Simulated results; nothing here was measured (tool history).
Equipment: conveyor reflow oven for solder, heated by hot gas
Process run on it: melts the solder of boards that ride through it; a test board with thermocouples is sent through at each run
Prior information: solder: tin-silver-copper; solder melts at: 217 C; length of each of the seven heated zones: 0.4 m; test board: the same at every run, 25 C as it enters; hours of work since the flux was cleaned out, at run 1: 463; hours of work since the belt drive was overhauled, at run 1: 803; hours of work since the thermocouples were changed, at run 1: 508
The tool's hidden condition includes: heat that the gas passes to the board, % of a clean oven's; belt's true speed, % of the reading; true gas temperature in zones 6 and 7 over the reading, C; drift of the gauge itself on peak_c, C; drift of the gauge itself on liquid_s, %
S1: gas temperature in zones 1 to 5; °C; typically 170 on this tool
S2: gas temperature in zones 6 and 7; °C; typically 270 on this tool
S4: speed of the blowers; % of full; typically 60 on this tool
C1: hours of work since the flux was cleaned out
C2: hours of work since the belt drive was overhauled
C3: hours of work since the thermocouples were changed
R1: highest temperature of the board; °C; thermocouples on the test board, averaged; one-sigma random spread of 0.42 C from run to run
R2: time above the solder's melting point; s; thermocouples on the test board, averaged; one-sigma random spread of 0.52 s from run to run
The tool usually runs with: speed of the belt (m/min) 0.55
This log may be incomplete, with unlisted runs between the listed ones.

Run 1, hour 0: usual settings; C1 463; C2 803; C3 508. Result: R1 245.4 °C, R2 56.4 s.
At hour 38.3: flux residue cleaned out of gas plates and filters.
Run 2, hour 54.5: usual settings; C1 11; C2 838; C3 543. Result: R1 244 °C, R2 54.3 s.
Run 3, hour 99.7: usual settings; C1 43; C2 870; C3 575. Result: R1 243.2 °C, R2 53.9 s.
At hour 123.4: flux residue cleaned out of gas plates and filters, once more.
Run 4, hour 135.2: usual settings; C1 8; C2 892; C3 596. Result: R1 250.3 °C, R2 62.1 s.
Run 5, hour 183.7: usual settings; C1 42; C2 926; C3 631. Result: R1 250.7 °C, R2 62.5 s.
Run 6, hour 226.3: usual settings; C1 72; C2 956; C3 661. Result: R1 249.6 °C, R2 61.4 s.
Run 7, hour 272.9: usual settings; C1 105; C2 989; C3 694. Result: R1 249.5 °C, R2 61.4 s.
At hour 299.2: thermocouples of zones 6 and 7 changed.
Run 8, hour 319.2: usual settings; C1 137; C2 1020; C3 14. Result: R1 249.2 °C, R2 60 s.
Run 9, hour 358.6: usual settings; C1 164; C2 1048; C3 42. Result: R1 248.1 °C, R2 60.4 s.
Run 10, hour 397.3: usual settings; C1 192; C2 1075; C3 69. Result: R1 248 °C, R2 59.4 s.
Run 11, hour 421.7: usual settings but S1 179 °C; C1 209; C2 1092; C3 86. Result: R1 250.2 °C, R2 65.8 s.
Run 12, hour 448: usual settings but S1 179 °C; C1 227; C2 1111; C3 105. Result: R1 249.8 °C, R2 65.9 s.
Run 13, hour 485.4: usual settings but S2 276 °C; C1 254; C2 1137; C3 131. Result: R1 253.2 °C, R2 64.3 s.
Run 14, hour 526.2: usual settings but S1 165 °C, S2 276 °C; C1 282; C2 1166; C3 160. Result: R1 251.7 °C, R2 60.8 s.
At hour 545.7: belt drive overhauled, speed set with a stopwatch.
Run 15, hour 555: usual settings; C1 300; C2 7; C3 178. Result: R1 246.6 °C, R2 55.8 s.
Run 16, hour 591.6: usual settings but S1 158 °C, speed of the belt (m/min) 0.485; C1 326; C2 32; C3 203. Result: R1 248.6 °C, R2 62.7 s.
Run 17, hour 637.6: usual settings but S1 158 °C, speed of the belt (m/min) 0.485; C1 358; C2 65; C3 236. Result: R1 248.7 °C, R2 62.7 s.
Run 18, hour 659.2: usual settings but S1 158 °C, speed of the belt (m/min) 0.485; C1 373; C2 80; C3 251. Result: R1 248.1 °C, R2 62.5 s.
Run 19, hour 694.2: usual settings but S1 158 °C, speed of the belt (m/min) 0.485; C1 398; C2 105; C3 276. Result: R1 248.8 °C, R2 61.3 s.
Run 20, hour 720.1: usual settings but S1 158 °C, speed of the belt (m/min) 0.485; C1 416; C2 123; C3 294. Result: R1 248.3 °C, R2 62.7 s.
Run 21, hour 751.6: usual settings but S1 158 °C, speed of the belt (m/min) 0.485; C1 439; C2 145; C3 316. Result: R1 248.4 °C, R2 62.5 s.
Run 22, hour 771.6: usual settings but S1 174 °C; C1 453; C2 159; C3 330. Result: R1 246.1 °C, R2 57.1 s.
Run 23, hour 810.2: usual settings but speed of the belt (m/min) 0.549; C1 480; C2 186; C3 357. Result: R1 244.6 °C, R2 54.8 s.
At hour 827.4: flux residue cleaned out of gas plates and filters.
Run 24, hour 856.4: usual settings but S1 160 °C, S2 261 °C; C1 20; C2 215; C3 386. Result: R1 239.4 °C, R2 45.9 s.
Run 25, hour 884.5: usual settings but S1 162 °C, S2 282 °C, speed of the belt (m/min) 0.606, S4 85 % of full; C1 40; C2 235; C3 406. Result: R1 262.7 °C, R2 62.1 s.
Run 26, hour 927.3: usual settings but S1 168 °C, S2 273 °C, S4 65 % of full; C1 70; C2 265; C3 436. Result: R1 252.2 °C, R2 62.9 s.
Run 27, hour 971.4: usual settings but S1 168 °C, S2 273 °C, S4 65 % of full; C1 102; C2 297; C3 468. Result: R1 252.7 °C, R2 63.2 s.
Run 28, hour 1003.5: usual settings but S1 183 °C, S2 263 °C, S4 65 % of full; C1 124; C2 319; C3 490. Result: R1 246 °C, R2 64.6 s.
Run 29, hour 1053: usual settings but S1 181 °C, S4 70 % of full; C1 159; C2 354; C3 525. Result: R1 254 °C, R2 68.9 s.

Some steps in R1, run to run, broken into two amounts with sign: the step expected even without the hidden condition (settings, incoming material, random variation), and the rest, left for the hidden condition together with whatever gauge scatter is not in both the measured and the hidden-condition-free result:
Run 3 -> 4: flux residue cleaned out of gas plates and filters, once more. R1 +7.1 °C: hidden state +6.4, all else +0.7.
Run 23 -> 24: S1 170 -> 160, S2 270 -> 261, speed of the belt (m/min) 0.549 -> 0.55, flux residue cleaned out of gas plates and filters. R1 -5.2 °C: hidden state +4, all else -9.2.
Run 24 -> 25: S1 160 -> 162, S2 261 -> 282, speed of the belt (m/min) 0.55 -> 0.606, S4 60 -> 85. R1 +23.3 °C: hidden state -0.3, all else +23.6.
Run 25 -> 26: S1 162 -> 168, S2 282 -> 273, speed of the belt (m/min) 0.606 -> 0.55, S4 85 -> 65. R1 -10.5 °C: hidden state +0, all else -10.5.
